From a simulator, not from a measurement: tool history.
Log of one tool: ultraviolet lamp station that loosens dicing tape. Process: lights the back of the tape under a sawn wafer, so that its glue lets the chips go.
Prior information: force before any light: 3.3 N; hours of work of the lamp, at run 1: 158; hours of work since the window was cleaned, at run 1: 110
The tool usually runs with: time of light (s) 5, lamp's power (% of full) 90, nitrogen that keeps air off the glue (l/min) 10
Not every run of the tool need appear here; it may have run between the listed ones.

run,day,time of light (s),lamp's power (% of full),nitrogen that keeps air off the glue (l/min),hours of work of the lamp,hours of work since the window was cleaned,force that peels the tape off (N),light that reached the tape (mJ/cm2)
1,0,5,90,10,158,110,0.34,283
2,0.308,7,90,10,163,115,0.23,393
3,0.538,7,90,10,167,119,0.226,399
# day 0.588: window cleaned of glue's vapour
4,0.846,7,90,10,172,4,0.232,391
5,1.138,7,90,10,177,9,0.241,390
6,1.508,5,86,10,183,15,0.388,265
7,1.904,2,66,4,190,22,1.947,84
8,2.217,2,89,4,195,27,1.545,110
9,2.45,2,89,4,199,31,1.634,110
10,2.842,8,66,7,205,38,0.362,323

The next listed run, before its measurement:
# day 2.933: window cleaned of glue's vapour, once more
11,3.258,3,66,8,212,5,?,?

{"run 11": {"force that peels the tape off (N)": 1.118, "light that reached the tape (mJ/cm2)": 130}}
With the hidden condition absent and the run-to-run variation left alone, this run would have shown force that peels the tape off (N) 1.072, light that reached the tape (mJ/cm2) 136.
